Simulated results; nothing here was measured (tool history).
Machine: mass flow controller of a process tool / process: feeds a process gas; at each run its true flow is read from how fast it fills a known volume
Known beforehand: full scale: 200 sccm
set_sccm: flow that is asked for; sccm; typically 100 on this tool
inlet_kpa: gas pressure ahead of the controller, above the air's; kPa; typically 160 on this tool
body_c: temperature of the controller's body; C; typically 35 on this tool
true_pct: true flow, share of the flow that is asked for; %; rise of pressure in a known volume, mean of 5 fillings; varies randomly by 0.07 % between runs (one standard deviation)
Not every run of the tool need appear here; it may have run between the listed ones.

run    hour  set_sccm  inlet_kpa  body_c  true_pct
  1       0       100        160      35     99.27
  2   126.8       100        160      35     99.24
  3   246.2       100        160      35     99.24
  4   314.1       100        160      35     99.16
  5   474.4       100        160      35      99.2
  6   572.9       100        160      35     99.24
  7   676.4       167        226      34     99.33
  8   741.6       121        167      29     99.67
  9   839.1       117        160      20     99.98
 10   935.3       117        190      23     99.52
 11  1023.6        43        198      20     99.49

Consider 4 possible next runs. They are alternatives, not a sequence: every one starts from the tool as it was left by run 11. What does each give?
  A  1146.3        51        147      20         ?
  B  1146.3       100        220      35         ?
  C  1146.3        59        185      35         ?
  D  1146.3       100        160      31         ?

run  true_pct
  A     99.63
  B     98.85
  C     98.87
  D     99.52
Stripped of hidden state, with their random variation kept, the same runs would have yielded:
run  true_pct
  A     99.62
  B     98.84
  C     98.86
  D     99.51
